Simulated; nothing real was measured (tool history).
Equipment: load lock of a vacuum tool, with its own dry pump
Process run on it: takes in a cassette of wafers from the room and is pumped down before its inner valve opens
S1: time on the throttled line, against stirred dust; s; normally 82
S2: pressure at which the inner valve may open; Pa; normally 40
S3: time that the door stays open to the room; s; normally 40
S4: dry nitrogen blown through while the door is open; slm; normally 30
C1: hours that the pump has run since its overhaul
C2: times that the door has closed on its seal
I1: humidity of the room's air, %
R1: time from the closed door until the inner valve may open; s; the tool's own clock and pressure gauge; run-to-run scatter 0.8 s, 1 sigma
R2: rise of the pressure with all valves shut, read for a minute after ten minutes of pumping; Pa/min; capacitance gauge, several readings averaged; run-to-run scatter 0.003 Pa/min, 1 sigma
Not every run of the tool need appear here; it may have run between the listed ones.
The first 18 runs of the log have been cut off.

run 19 hour=3402.0 | S1=68 S2=40 S3=40 S4=30 | C1=14080 C2=19073 | I1=43.1 | R1=115.3 R2=0.225
run 20 hour=3584.1 | S1=82 S2=29 S3=40 S4=30 | C1=14262 C2=19884 | I1=42.7 | R1=129.6 R2=0.225
run 21 hour=3719.5 | S1=82 S2=29 S3=40 S4=30 | C1=14398 C2=20487 | I1=43.3 | R1=130.8 R2=0.236
run 22 hour=3893.6 | S1=82 S2=29 S3=40 S4=30 | C1=14572 C2=21262 | I1=43.0 | R1=130.1 R2=0.254
run 23 hour=4057.6 | S1=82 S2=66 S3=125 S4=7 | C1=14736 C2=21993 | I1=44.7 | R1=125.3 R2=0.309
run 24 hour=4229.0 | S1=82 S2=66 S3=125 S4=7 | C1=14907 C2=22756 | I1=46.3 | R1=125.5 R2=0.328
run 25 hour=4487.8 | S1=82 S2=77 S3=125 S4=7 | C1=15166 C2=23909 | I1=44.8 | R1=123.5 R2=0.348
run 26 hour=4705.3 | S1=82 S2=77 S3=125 S4=7 | C1=15383 C2=24878 | I1=43.6 | R1=123.6 R2=0.370
run 27 hour=4918.3 | S1=82 S2=33 S3=52 S4=7 | C1=15596 C2=25827 | I1=44.5 | R1=129.9 R2=0.357
run 28 hour=5079.8 | S1=83 S2=36 S3=52 S4=29 | C1=15758 C2=26546 | I1=44.6 | R1=129.7 R2=0.361
-- hour=5140.5 door's seal changed, seat wiped
run 29 hour=5197.1 | S1=82 S2=47 S3=126 S4=32 | C1=15874 C2=253 | I1=46.6 | R1=126.5 R2=0.052
run 30 hour=5423.5 | S1=82 S2=40 S3=52 S4=9 | C1=16100 C2=1261 | I1=42.9 | R1=127.4 R2=0.052
run 31 hour=5667.1 | S1=53 S2=72 S3=57 S4=31 | C1=16344 C2=2346 | I1=46.1 | R1=98.3 R2=0.046
run 32 hour=5851.2 | S1=138 S2=76 S3=57 S4=31 | C1=16528 C2=3166 | I1=45.5 | R1=173.0 R2=0.052
run 33 hour=6054.1 | S1=82 S2=47 S3=118 S4=17 | C1=16731 C2=4070 | I1=49.2 | R1=126.8 R2=0.087
run 34 hour=6235.5 | S1=81 S2=49 S3=118 S4=12 | C1=16912 C2=4878 | I1=43.8 | R1=126.4 R2=0.092
run 35 hour=6487.9 | S1=81 S2=49 S3=118 S4=12 | C1=17164 C2=6002 | I1=40.5 | R1=126.3 R2=0.093
run 36 hour=6764.3 | S1=76 S2=53 S3=40 S4=30 | C1=17441 C2=7233 | I1=44.0 | R1=121.8 R2=0.075

Branching from run 36: 4 alternative next runs. What would each branch give?
run A hour=6892.4 | S1=163 S2=40 S3=73 S4=30 | C1=17569 C2=7804 | I1=48.1 | R1=? R2=?
run B hour=6892.4 | S1=82 S2=52 S3=72 S4=10 | C1=17569 C2=7804 | I1=44.3 | R1=? R2=?
run C hour=6892.4 | S1=74 S2=53 S3=40 S4=30 | C1=17569 C2=7804 | I1=45.8 | R1=? R2=?
run D hour=6892.4 | S1=160 S2=40 S3=40 S4=30 | C1=17569 C2=7804 | I1=47.7 | R1=? R2=?

run=A R1=199.8 R2=0.090
run=B R1=127.2 R2=0.110
run=C R1=120.2 R2=0.081
run=D R1=198.5 R2=0.084
Without the tool's unlogged condition, the same runs would have read:
run=A R1=196.3 R2=0.041
run=B R1=122.9 R2=0.061
run=C R1=115.9 R2=0.032
run=D R1=194.9 R2=0.035
